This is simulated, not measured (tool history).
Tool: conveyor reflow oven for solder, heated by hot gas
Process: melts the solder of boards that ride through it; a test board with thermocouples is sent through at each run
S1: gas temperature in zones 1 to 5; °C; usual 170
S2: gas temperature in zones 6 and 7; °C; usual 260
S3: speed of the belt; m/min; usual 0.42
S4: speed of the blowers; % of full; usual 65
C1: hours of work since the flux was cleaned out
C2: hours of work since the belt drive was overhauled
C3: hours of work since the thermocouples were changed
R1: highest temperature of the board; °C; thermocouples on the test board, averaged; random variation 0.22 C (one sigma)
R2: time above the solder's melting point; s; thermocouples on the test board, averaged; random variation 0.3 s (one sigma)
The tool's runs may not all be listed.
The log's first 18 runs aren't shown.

| run | day | S1 | S2 | S3 | S4 | C1 | C2 | C3 | R1 | R2 |
|---|---|---|---|---|---|---|---|---|---|---|
| 19 | 27.529 | 181 | 255 | 0.42 | 65 | 104 | 144 | 715 | 246 | 63.7 |
|  | 27.883 | belt drive overhauled, speed set with a stopwatch, once more |
| 20 | 29.388 | 156 | 269 | 0.342 | 62 | 136 | 28 | 747 | 259.7 | 80.9 |
| 21 | 31.254 | 156 | 269 | 0.342 | 74 | 171 | 64 | 782 | 262.3 | 83.7 |
| 22 | 33.112 | 170 | 260 | 0.488 | 53 | 206 | 99 | 817 | 239.3 | 40.4 |
|  | 34.142 | flux residue cleaned out of gas plates and filters |
| 23 | 35.012 | 170 | 270 | 0.42 | 65 | 16 | 131 | 849 | 258.2 | 67.5 |
| 24 | 37.058 | 184 | 273 | 0.42 | 65 | 55 | 169 | 888 | 262.6 | 76.4 |
| 25 | 39.012 | 184 | 273 | 0.42 | 61 | 92 | 206 | 925 | 262 | 75.9 |
| 26 | 40.412 | 184 | 273 | 0.42 | 61 | 118 | 233 | 951 | 261.5 | 74.9 |
| 27 | 41.633 | 184 | 273 | 0.42 | 61 | 141 | 256 | 974 | 262.1 | 75.7 |
| 28 | 43.688 | 184 | 273 | 0.42 | 61 | 180 | 295 | 1013 | 261.3 | 75.4 |
| 29 | 45.275 | 184 | 273 | 0.42 | 61 | 210 | 325 | 1043 | 261.2 | 75.7 |
|  | 46.05 | flux residue cleaned out of gas plates and filters |
| 30 | 46.571 | 184 | 264 | 0.42 | 61 | 10 | 345 | 1064 | 254.5 | 71.1 |

Forecast each of these 3 alternatives for the next run:
| A | 47.979 | 185 | 264 | 0.42 | 88 | 36 | 372 | 1090 | ? | ? |
| B | 47.979 | 170 | 250 | 0.42 | 65 | 36 | 372 | 1090 | ? | ? |
| C | 47.979 | 173 | 264 | 0.42 | 61 | 36 | 372 | 1090 | ? | ? |

| run | R1 | R2 |
|---|---|---|
| A | 259.3 | 75.3 |
| B | 240.6 | 53.7 |
| C | 252.7 | 65.2 |
Without the tool's hidden state the same runs would have given:
| run | R1 | R2 |
|---|---|---|
| A | 257.2 | 73.8 |
| B | 238.6 | 51.3 |
| C | 250.7 | 63.3 |
